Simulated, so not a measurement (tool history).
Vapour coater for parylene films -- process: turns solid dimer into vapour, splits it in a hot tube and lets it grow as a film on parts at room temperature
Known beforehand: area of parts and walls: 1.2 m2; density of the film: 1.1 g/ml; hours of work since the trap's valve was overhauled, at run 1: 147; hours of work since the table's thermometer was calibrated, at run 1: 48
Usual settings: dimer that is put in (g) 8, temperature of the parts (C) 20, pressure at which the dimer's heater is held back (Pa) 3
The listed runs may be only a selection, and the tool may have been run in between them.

run,hour,dimer that is put in (g),temperature of the parts (C),pressure at which the dimer's heater is held back (Pa),hours of work since the trap's valve was overhauled,hours of work since the table's thermometer was calibrated,thickness of the film (um)
1,0,8,20,3,147,48,4.76
2,16.4,8,20,3,156,57,4.73
3,27.3,8,20,3,162,63,4.73
4,35.9,8,20,3,166,68,4.73
5,47.6,8,20,9.96,173,74,4.19
6,56.1,8,20,9.96,177,79,4.22
7,65.2,8,25,3,182,84,4.08
8,73.3,8,25,3,186,88,4.08
9,86.1,8,25,2.31,193,95,4.19
10,93.7,8,25,2.31,198,99,4.19
11,110.9,8,25,2.31,207,108,4.19
12,123.9,3,25,2.31,214,115,1.57
13,137.2,8,13,3,221,123,5.68
14,150.7,8,22,3,228,130,4.43
15,165.9,8,22,3,237,138,4.43
16,175.6,8,22,3,242,143,4.42
17,193.1,7,20,3,251,153,4.07
18,203.2,7,20,3,257,158,4.08
19,215,4,18,3.92,263,165,2.42
20,229.6,9,20,3.72,271,173,5.13
21,242.5,4,16,6.06,278,180,2.43
22,251,4,17,6.06,283,184,2.35
23,264.6,7,20,4.7,290,192,3.89
24,274.6,8,17,2.63,296,197,5.14
25,288.5,8,20,4.27,303,205,4.48
# hour 297.4: gauge calibrated
26,304.7,4,13,8.35,312,213,2.62
27,318.6,4,13,8.38,319,221,2.59
28,333.9,8,32,4.42,328,229,3.24
29,347.1,8,32,4.42,335,236,3.27
30,354.6,8,32,4.42,339,240,3.27
31,363.7,4,25,2.13,344,245,2.15

3 ways to go on from here, each from the tool as it stands after run 31. What would each give?
A,375.4,4,25,2.13,350,252,?
B,375.4,11,19,4.4,350,252,?
C,375.4,12,14,2.27,350,252,?

run,thickness of the film (um)
A,2.12
B,6.38
C,8.59
Without the tool's hidden state the same runs would have given:
run,thickness of the film (um)
A,2.14
B,6.42
C,8.64
